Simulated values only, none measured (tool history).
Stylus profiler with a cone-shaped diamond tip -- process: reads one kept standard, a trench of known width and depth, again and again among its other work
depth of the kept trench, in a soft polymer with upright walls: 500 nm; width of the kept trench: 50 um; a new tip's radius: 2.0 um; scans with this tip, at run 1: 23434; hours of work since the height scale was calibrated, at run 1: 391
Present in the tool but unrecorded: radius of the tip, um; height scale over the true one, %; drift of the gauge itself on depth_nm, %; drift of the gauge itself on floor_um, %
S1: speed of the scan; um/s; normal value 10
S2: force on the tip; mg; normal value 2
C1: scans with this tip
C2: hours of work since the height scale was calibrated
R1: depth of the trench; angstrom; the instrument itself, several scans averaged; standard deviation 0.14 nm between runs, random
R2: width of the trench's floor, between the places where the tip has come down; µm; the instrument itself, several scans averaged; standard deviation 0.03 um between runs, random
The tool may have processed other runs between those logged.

{"run": 1, "hour": 0.0, "S1": 10, "S2": 2, "C1": 23434, "C2": 391, "R1": 5033.9, "R2": 46.17}
{"run": 2, "hour": 87.2, "S1": 10, "S2": 0.88, "C1": 23981, "C2": 444, "R1": 5022.6, "R2": 46.09}
{"run": 3, "hour": 180.3, "S1": 10, "S2": 0.88, "C1": 24565, "C2": 501, "R1": 5022.1, "R2": 46.09}
{"run": 4, "hour": 228.0, "S1": 10, "S2": 0.88, "C1": 24865, "C2": 530, "R1": 5021.3, "R2": 46.04}
{"run": 5, "hour": 266.4, "S1": 10, "S2": 4.46, "C1": 25106, "C2": 553, "R1": 5058.4, "R2": 46.08}
{"run": 6, "hour": 344.9, "S1": 10, "S2": 4.46, "C1": 25598, "C2": 601, "R1": 5059.1, "R2": 46.08}
{"run": 7, "hour": 418.1, "S1": 10, "S2": 4.46, "C1": 26058, "C2": 646, "R1": 5058.9, "R2": 46.09}
{"run": 8, "hour": 478.7, "S1": 10, "S2": 2, "C1": 26438, "C2": 683, "R1": 5037, "R2": 46.04}
{"run": 9, "hour": 567.0, "S1": 10, "S2": 2, "C1": 26992, "C2": 737, "R1": 5036, "R2": 46.02}
{"run": 10, "hour": 648.1, "S1": 10, "S2": 1.57, "C1": 27501, "C2": 786, "R1": 5036.9, "R2": 46}
{"run": 11, "hour": 693.1, "S1": 10, "S2": 1.57, "C1": 27783, "C2": 813, "R1": 5031, "R2": 45.99}
{"run": 12, "hour": 734.2, "S1": 10, "S2": 1.57, "C1": 28041, "C2": 838, "R1": 5034.4, "R2": 45.96}
{"run": 13, "hour": 794.6, "S1": 10, "S2": 1.57, "C1": 28420, "C2": 875, "R1": 5035.9, "R2": 45.95}
{"run": 14, "hour": 865.8, "S1": 10, "S2": 1.57, "C1": 28867, "C2": 919, "R1": 5032.8, "R2": 45.95}
{"run": 15, "hour": 918.0, "S1": 10, "S2": 3.52, "C1": 29195, "C2": 951, "R1": 5051.6, "R2": 45.86}
{"run": 16, "hour": 986.8, "S1": 10, "S2": 3.52, "C1": 29626, "C2": 993, "R1": 5051.6, "R2": 45.88}
{"run": 17, "hour": 1061.9, "S1": 8, "S2": 2, "C1": 30097, "C2": 1038, "R1": 5040.7, "R2": 45.9}
{"run": 18, "hour": 1128.2, "S1": 8, "S2": 2, "C1": 30513, "C2": 1079, "R1": 5038.8, "R2": 45.89}
{"run": 19, "hour": 1170.3, "S1": 3, "S2": 2, "C1": 30777, "C2": 1105, "R1": 5040.6, "R2": 45.89}
{"run": 20, "hour": 1215.0, "S1": 3, "S2": 2, "C1": 31058, "C2": 1132, "R1": 5041.3, "R2": 45.9}
{"run": 21, "hour": 1296.4, "S1": 3, "S2": 2, "C1": 31569, "C2": 1181, "R1": 5040.9, "R2": 45.86}
{"run": 22, "hour": 1355.3, "S1": 3, "S2": 2, "C1": 31938, "C2": 1217, "R1": 5039.2, "R2": 45.86}
{"hour": 1433.5, "done": "new tip fitted, height scale calibrated"}
{"run": 23, "hour": 1446.9, "S1": 3, "S2": 2, "C1": 83, "C2": 8, "R1": 5030.4, "R2": 47.4}
{"run": 24, "hour": 1511.4, "S1": 5, "S2": 3.24, "C1": 488, "C2": 47, "R1": 5045.4, "R2": 47.33}
{"run": 25, "hour": 1586.8, "S1": 12, "S2": 3.38, "C1": 961, "C2": 94, "R1": 5043.6, "R2": 47.26}
{"run": 26, "hour": 1671.0, "S1": 12, "S2": 3.38, "C1": 1489, "C2": 145, "R1": 5044.3, "R2": 47.22}
{"run": 27, "hour": 1727.7, "S1": 6, "S2": 2.65, "C1": 1845, "C2": 179, "R1": 5038.1, "R2": 47.23}
{"run": 28, "hour": 1808.2, "S1": 17, "S2": 3.48, "C1": 2350, "C2": 229, "R1": 5046.9, "R2": 47.19}
{"run": 29, "hour": 1852.9, "S1": 3, "S2": 4.67, "C1": 2631, "C2": 256, "R1": 5056, "R2": 47.22}
{"hour": 1859.1, "done": "height scale calibrated on a step standard"}
{"run": 30, "hour": 1919.3, "S1": 19, "S2": 0.74, "C1": 3044, "C2": 37, "R1": 5017.9, "R2": 47.02}
{"run": 31, "hour": 1962.6, "S1": 5, "S2": 1.43, "C1": 3316, "C2": 63, "R1": 5029.2, "R2": 47.15}
{"run": 32, "hour": 2009.4, "S1": 2, "S2": 1, "C1": 3610, "C2": 92, "R1": 5023.5, "R2": 47.17}
{"run": 33, "hour": 2051.9, "S1": 8, "S2": 4.95, "C1": 3876, "C2": 118, "R1": 5062.2, "R2": 47.15}
{"hour": 2107.2, "done": "height scale calibrated on a step standard, once more"}
{"run": 34, "hour": 2135.6, "S1": 8, "S2": 4.95, "C1": 4398, "C2": 17, "R1": 5054.4, "R2": 47.11}
{"run": 35, "hour": 2198.8, "S1": 3, "S2": 1.03, "C1": 4795, "C2": 56, "R1": 5021.1, "R2": 47.07}
{"run": 36, "hour": 2239.1, "S1": 3, "S2": 1.03, "C1": 5048, "C2": 80, "R1": 5021, "R2": 47.07}
{"run": 37, "hour": 2308.9, "S1": 23, "S2": 1.98, "C1": 5486, "C2": 123, "R1": 5031.9, "R2": 46.92}
{"run": 38, "hour": 2350.8, "S1": 23, "S2": 1.98, "C1": 5749, "C2": 149, "R1": 5031.9, "R2": 46.9}
{"run": 39, "hour": 2426.5, "S1": 33, "S2": 3.37, "C1": 6224, "C2": 195, "R1": 5045.4, "R2": 46.9}
{"run": 40, "hour": 2493.0, "S1": 26, "S2": 1.13, "C1": 6641, "C2": 235, "R1": 5025.6, "R2": 46.87}
{"run": 41, "hour": 2554.8, "S1": 6, "S2": 0.81, "C1": 7029, "C2": 273, "R1": 5019.9, "R2": 46.91}
{"run": 42, "hour": 2621.2, "S1": 6, "S2": 0.81, "C1": 7445, "C2": 314, "R1": 5018.5, "R2": 46.89}
{"run": 43, "hour": 2696.7, "S1": 3, "S2": 1.17, "C1": 7919, "C2": 360, "R1": 5024.8, "R2": 46.93}
{"run": 44, "hour": 2736.4, "S1": 7, "S2": 2.49, "C1": 8168, "C2": 384, "R1": 5035.6, "R2": 46.9}
{"run": 45, "hour": 2794.2, "S1": 7, "S2": 2.49, "C1": 8531, "C2": 419, "R1": 5038.8, "R2": 46.85}

For each run, the measured value with the value that run would have given without the tool's hidden condition subtracted. The run-to-run variation is shared by both, the gauge scatter possibly not:
run=1 R1=+4.8 R2=-1.13
run=2 R1=+5.2 R2=-1.16
run=3 R1=+5.6 R2=-1.19
run=4 R1=+5.8 R2=-1.2
run=5 R1=+6 R2=-1.2
run=6 R1=+6.3 R2=-1.23
run=7 R1=+6.7 R2=-1.25
run=8 R1=+6.9 R2=-1.26
run=9 R1=+7.2 R2=-1.28
run=10 R1=+7.6 R2=-1.31
run=11 R1=+7.8 R2=-1.32
run=12 R1=+8 R2=-1.33
run=13 R1=+8.2 R2=-1.34
run=14 R1=+8.6 R2=-1.36
run=15 R1=+8.8 R2=-1.38
run=16 R1=+9.2 R2=-1.39
run=17 R1=+9.5 R2=-1.41
run=18 R1=+9.7 R2=-1.42
run=19 R1=+9.8 R2=-1.44
run=20 R1=+10.1 R2=-1.44
run=21 R1=+10.4 R2=-1.46
run=22 R1=+10.7 R2=-1.48
run=23 R1=+1.4 R2=+0.03
run=24 R1=+1.6 R2=+0.02
run=25 R1=+1.9 R2=-0.02
run=26 R1=+2.3 R2=-0.05
run=27 R1=+2.6 R2=-0.07
run=28 R1=+2.9 R2=-0.1
run=29 R1=+3.1 R2=-0.11
run=30 R1=+4.9 R2=-0.14
run=31 R1=+5.2 R2=-0.16
run=32 R1=+5.4 R2=-0.17
run=33 R1=+5.6 R2=-0.18
run=34 R1=+1.7 R2=-0.22
run=35 R1=+1.9 R2=-0.24
run=36 R1=+2.1 R2=-0.25
run=37 R1=+2.4 R2=-0.27
run=38 R1=+2.6 R2=-0.29
run=39 R1=+3 R2=-0.32
run=40 R1=+3.3 R2=-0.34
run=41 R1=+3.5 R2=-0.36
run=42 R1=+3.7 R2=-0.38
run=43 R1=+4.1 R2=-0.41
run=44 R1=+4.3 R2=-0.42
run=45 R1=+4.4 R2=-0.44
